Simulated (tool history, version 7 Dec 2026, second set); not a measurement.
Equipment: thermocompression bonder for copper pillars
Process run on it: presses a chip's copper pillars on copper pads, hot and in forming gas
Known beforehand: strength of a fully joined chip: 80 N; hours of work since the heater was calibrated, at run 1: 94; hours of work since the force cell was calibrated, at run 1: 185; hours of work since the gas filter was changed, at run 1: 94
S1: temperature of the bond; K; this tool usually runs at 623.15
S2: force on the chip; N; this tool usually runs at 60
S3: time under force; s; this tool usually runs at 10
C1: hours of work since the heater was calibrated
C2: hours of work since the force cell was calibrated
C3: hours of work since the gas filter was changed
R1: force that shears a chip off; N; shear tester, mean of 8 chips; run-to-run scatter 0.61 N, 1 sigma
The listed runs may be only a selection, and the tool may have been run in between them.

{"run": 1, "hour": 0.0, "S1": 623.15, "S2": 60, "S3": 10, "C1": 94, "C2": 185, "C3": 94, "R1": 35}
{"run": 2, "hour": 6.1, "S1": 623.15, "S2": 60, "S3": 10, "C1": 97, "C2": 188, "C3": 97, "R1": 35}
{"run": 3, "hour": 16.0, "S1": 623.15, "S2": 60, "S3": 10, "C1": 102, "C2": 193, "C3": 102, "R1": 35.2}
{"run": 4, "hour": 22.0, "S1": 623.15, "S2": 60, "S3": 10, "C1": 105, "C2": 196, "C3": 105, "R1": 35.4}
{"run": 5, "hour": 31.8, "S1": 623.15, "S2": 60, "S3": 10, "C1": 110, "C2": 201, "C3": 110, "R1": 36.7}
{"run": 6, "hour": 41.7, "S1": 623.15, "S2": 60, "S3": 10, "C1": 115, "C2": 206, "C3": 115, "R1": 35.3}
{"run": 7, "hour": 49.0, "S1": 623.15, "S2": 60, "S3": 10, "C1": 119, "C2": 209, "C3": 119, "R1": 35.8}
{"run": 8, "hour": 55.9, "S1": 623.15, "S2": 60, "S3": 6, "C1": 122, "C2": 213, "C3": 122, "R1": 28.6}
{"run": 9, "hour": 61.3, "S1": 623.15, "S2": 60, "S3": 6, "C1": 125, "C2": 216, "C3": 125, "R1": 29.7}
{"run": 10, "hour": 70.8, "S1": 623.15, "S2": 60, "S3": 10, "C1": 130, "C2": 220, "C3": 130, "R1": 34.6}
{"run": 11, "hour": 78.0, "S1": 623.15, "S2": 60, "S3": 10, "C1": 133, "C2": 224, "C3": 133, "R1": 35.8}
{"run": 12, "hour": 89.1, "S1": 623.15, "S2": 60, "S3": 10, "C1": 139, "C2": 230, "C3": 139, "R1": 35.1}
{"run": 13, "hour": 101.0, "S1": 627.15, "S2": 60, "S3": 6, "C1": 145, "C2": 236, "C3": 145, "R1": 30.8}
{"run": 14, "hour": 108.8, "S1": 613.15, "S2": 79, "S3": 6, "C1": 149, "C2": 240, "C3": 149, "R1": 33.7}
{"run": 15, "hour": 115.7, "S1": 613.15, "S2": 79, "S3": 6, "C1": 152, "C2": 243, "C3": 152, "R1": 33.7}
{"run": 16, "hour": 123.4, "S1": 613.15, "S2": 47, "S3": 6, "C1": 156, "C2": 247, "C3": 156, "R1": 19.8}
{"run": 17, "hour": 135.3, "S1": 613.15, "S2": 47, "S3": 6, "C1": 162, "C2": 253, "C3": 162, "R1": 20.6}
{"run": 18, "hour": 147.4, "S1": 613.15, "S2": 47, "S3": 6, "C1": 169, "C2": 259, "C3": 169, "R1": 19.9}
{"run": 19, "hour": 155.0, "S1": 596.15, "S2": 37, "S3": 8, "C1": 172, "C2": 263, "C3": 172, "R1": 13.5}
{"run": 20, "hour": 167.7, "S1": 652.15, "S2": 46, "S3": 20, "C1": 179, "C2": 269, "C3": 179, "R1": 46.3}
{"run": 21, "hour": 175.4, "S1": 652.15, "S2": 46, "S3": 20, "C1": 183, "C2": 273, "C3": 183, "R1": 45.8}
{"run": 22, "hour": 184.7, "S1": 617.15, "S2": 46, "S3": 28, "C1": 187, "C2": 278, "C3": 187, "R1": 37.6}
{"run": 23, "hour": 197.3, "S1": 633.15, "S2": 46, "S3": 6, "C1": 194, "C2": 284, "C3": 194, "R1": 25}
{"run": 24, "hour": 205.8, "S1": 633.15, "S2": 46, "S3": 6, "C1": 198, "C2": 289, "C3": 198, "R1": 25.1}

What if the next run were any one of these 4? Each begins from the tool's condition after run 24:
{"run": "A", "hour": 216.4, "S1": 599.15, "S2": 81, "S3": 29, "C1": 203, "C2": 294, "C3": 203, "R1": "?"}
{"run": "B", "hour": 216.4, "S1": 641.15, "S2": 46, "S3": 8, "C1": 203, "C2": 294, "C3": 203, "R1": "?"}
{"run": "C", "hour": 216.4, "S1": 633.15, "S2": 46, "S3": 28, "C1": 203, "C2": 294, "C3": 203, "R1": "?"}
{"run": "D", "hour": 216.4, "S1": 610.15, "S2": 46, "S3": 6, "C1": 203, "C2": 294, "C3": 203, "R1": "?"}

run=A R1=50.9
run=B R1=29.1
run=C R1=43.7
run=D R1=18.6
What these runs would have given with no unlogged condition in the tool:
run=A R1=51.3
run=B R1=29.3
run=C R1=44
run=D R1=18.7
